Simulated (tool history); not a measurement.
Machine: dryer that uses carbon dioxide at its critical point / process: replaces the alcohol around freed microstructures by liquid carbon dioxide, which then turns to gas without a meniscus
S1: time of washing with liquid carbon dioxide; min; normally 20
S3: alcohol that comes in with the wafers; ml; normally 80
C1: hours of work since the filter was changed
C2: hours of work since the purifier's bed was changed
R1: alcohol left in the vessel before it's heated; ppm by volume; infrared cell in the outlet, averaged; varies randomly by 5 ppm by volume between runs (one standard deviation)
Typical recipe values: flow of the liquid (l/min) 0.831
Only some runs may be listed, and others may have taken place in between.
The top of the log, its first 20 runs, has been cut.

{"run": 21, "hour": 289.2, "S1": 20, "flow of the liquid (l/min)": 0.831, "S3": 80, "C1": 363, "C2": 437, "R1": 123}
{"run": 22, "hour": 301.6, "S1": 20, "flow of the liquid (l/min)": 0.831, "S3": 80, "C1": 368, "C2": 442, "R1": 133}
{"run": 23, "hour": 320.1, "S1": 31, "flow of the liquid (l/min)": 0.834, "S3": 80, "C1": 376, "C2": 450, "R1": 98}
{"run": 24, "hour": 335.9, "S1": 12, "flow of the liquid (l/min)": 0.538, "S3": 80, "C1": 383, "C2": 457, "R1": 2848}
{"run": 25, "hour": 348.8, "S1": 12, "flow of the liquid (l/min)": 0.538, "S3": 80, "C1": 388, "C2": 463, "R1": 2864}
{"run": 26, "hour": 364.2, "S1": 22, "flow of the liquid (l/min)": 0.757, "S3": 65, "C1": 395, "C2": 469, "R1": 138}
{"run": 27, "hour": 383.3, "S1": 20, "flow of the liquid (l/min)": 0.757, "S3": 31, "C1": 403, "C2": 478, "R1": 140}
{"run": 28, "hour": 393.0, "S1": 20, "flow of the liquid (l/min)": 0.945, "S3": 38, "C1": 407, "C2": 482, "R1": 116}
{"run": 29, "hour": 403.5, "S1": 20, "flow of the liquid (l/min)": 0.945, "S3": 38, "C1": 412, "C2": 486, "R1": 121}
{"run": 30, "hour": 422.8, "S1": 14, "flow of the liquid (l/min)": 0.831, "S3": 80, "C1": 420, "C2": 495, "R1": 421}
{"run": 31, "hour": 439.5, "S1": 20, "flow of the liquid (l/min)": 1.023, "S3": 80, "C1": 427, "C2": 502, "R1": 117}
{"run": 32, "hour": 453.3, "S1": 20, "flow of the liquid (l/min)": 1.086, "S3": 89, "C1": 433, "C2": 508, "R1": 118}
{"run": 33, "hour": 461.5, "S1": 20, "flow of the liquid (l/min)": 0.831, "S3": 73, "C1": 437, "C2": 511, "R1": 145}
{"hour": 468.8, "done": "inlet filter changed"}
{"run": 34, "hour": 480.4, "S1": 20, "flow of the liquid (l/min)": 1.224, "S3": 80, "C1": 5, "C2": 519, "R1": 118}
{"run": 35, "hour": 499.4, "S1": 19, "flow of the liquid (l/min)": 1.224, "S3": 41, "C1": 13, "C2": 527, "R1": 120}
{"run": 36, "hour": 517.5, "S1": 19, "flow of the liquid (l/min)": 1.224, "S3": 41, "C1": 21, "C2": 535, "R1": 128}
{"run": 37, "hour": 531.8, "S1": 19, "flow of the liquid (l/min)": 1.224, "S3": 41, "C1": 27, "C2": 541, "R1": 115}
{"run": 38, "hour": 546.9, "S1": 19, "flow of the liquid (l/min)": 1.224, "S3": 41, "C1": 34, "C2": 547, "R1": 127}
{"run": 39, "hour": 557.9, "S1": 15, "flow of the liquid (l/min)": 0.667, "S3": 27, "C1": 38, "C2": 552, "R1": 293}
{"run": 40, "hour": 578.0, "S1": 14, "flow of the liquid (l/min)": 0.667, "S3": 58, "C1": 47, "C2": 561, "R1": 614}
{"run": 41, "hour": 596.9, "S1": 14, "flow of the liquid (l/min)": 0.667, "S3": 58, "C1": 55, "C2": 569, "R1": 618}
{"run": 42, "hour": 610.9, "S1": 24, "flow of the liquid (l/min)": 1.016, "S3": 71, "C1": 61, "C2": 575, "R1": 136}
{"run": 43, "hour": 620.4, "S1": 20, "flow of the liquid (l/min)": 1.274, "S3": 113, "C1": 65, "C2": 579, "R1": 126}
{"run": 44, "hour": 640.4, "S1": 27, "flow of the liquid (l/min)": 0.566, "S3": 26, "C1": 74, "C2": 588, "R1": 146}

Branching from run 44: 3 alternative next runs. What would each branch give?
{"run": "A", "hour": 659.2, "S1": 27, "flow of the liquid (l/min)": 0.566, "S3": 25, "C1": 82, "C2": 596, "R1": "?"}
{"run": "B", "hour": 659.2, "S1": 19, "flow of the liquid (l/min)": 0.566, "S3": 38, "C1": 82, "C2": 596, "R1": "?"}
{"run": "C", "hour": 659.2, "S1": 30, "flow of the liquid (l/min)": 0.566, "S3": 113, "C1": 82, "C2": 596, "R1": "?"}

run=A R1=141
run=B R1=315
run=C R1=168
Had the tool no hidden state, the same runs would have come out as:
run=A R1=14
run=B R1=174
run=C R1=37

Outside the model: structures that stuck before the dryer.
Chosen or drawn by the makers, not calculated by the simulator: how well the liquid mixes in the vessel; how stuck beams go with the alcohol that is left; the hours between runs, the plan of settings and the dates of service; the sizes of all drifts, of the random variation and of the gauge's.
